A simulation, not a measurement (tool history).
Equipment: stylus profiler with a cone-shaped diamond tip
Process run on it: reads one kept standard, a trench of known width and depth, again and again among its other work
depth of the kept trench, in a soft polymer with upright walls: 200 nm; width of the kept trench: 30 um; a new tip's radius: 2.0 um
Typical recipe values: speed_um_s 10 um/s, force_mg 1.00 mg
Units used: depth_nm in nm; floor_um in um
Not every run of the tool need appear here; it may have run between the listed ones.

run,hour,speed_um_s,force_mg,depth_nm,floor_um
1,0.0,10,1.00,201.13,27.56
2,39.7,10,1.00,201.13,27.58
3,93.1,10,0.42,200.36,27.56
4,119.5,10,1.59,201.70,27.62
5,155.0,10,1.59,201.82,27.55
6,181.0,10,1.00,201.17,27.58
7,231.7,10,1.00,201.23,27.54
8,264.9,10,1.00,201.03,27.53
9,317.4,10,1.00,201.15,27.48
10,379.8,10,1.00,201.07,27.47
# hour 382.9: height scale calibrated on a step standard
11,408.1,10,1.00,200.82,27.45
12,465.4,10,1.00,200.87,27.49
13,525.5,10,1.00,200.85,27.39
14,568.3,19,0.86,200.76,27.32
15,629.0,3,0.73,200.41,27.42
16,661.4,3,0.73,200.55,27.44
17,710.2,19,2.02,201.73,27.38
# hour 733.3: height scale calibrated on a step standard, once more
18,736.8,21,0.38,200.77,27.15
19,783.1,21,0.38,200.74,27.24
20,832.7,3,1.13,201.78,27.40
21,892.0,10,0.84,201.35,27.37
22,924.2,10,0.84,201.29,27.30
23,973.8,14,0.43,200.76,27.21

Difference, measured minus no-hidden-state, one row per run. Run-to-run variation is common to both terms; the gauge's own scatter need not be:
Hidden state at play: radius of the tip, um; height scale over the true one, %; drift of the gauge itself on depth_nm, %; drift of the gauge itself on floor_um, %.
run,depth_nm,floor_um
1,-0.48,-0.58
2,-0.49,-0.59
3,-0.50,-0.61
4,-0.52,-0.62
5,-0.53,-0.63
6,-0.54,-0.64
7,-0.55,-0.65
8,-0.56,-0.67
9,-0.58,-0.69
10,-0.60,-0.72
11,-0.71,-0.72
12,-0.72,-0.74
13,-0.74,-0.77
14,-0.75,-0.78
15,-0.77,-0.79
16,-0.78,-0.80
17,-0.80,-0.83
18,-0.02,-0.83
19,-0.04,-0.84
20,-0.05,-0.87
21,-0.07,-0.88
22,-0.08,-0.90
23,-0.10,-0.91
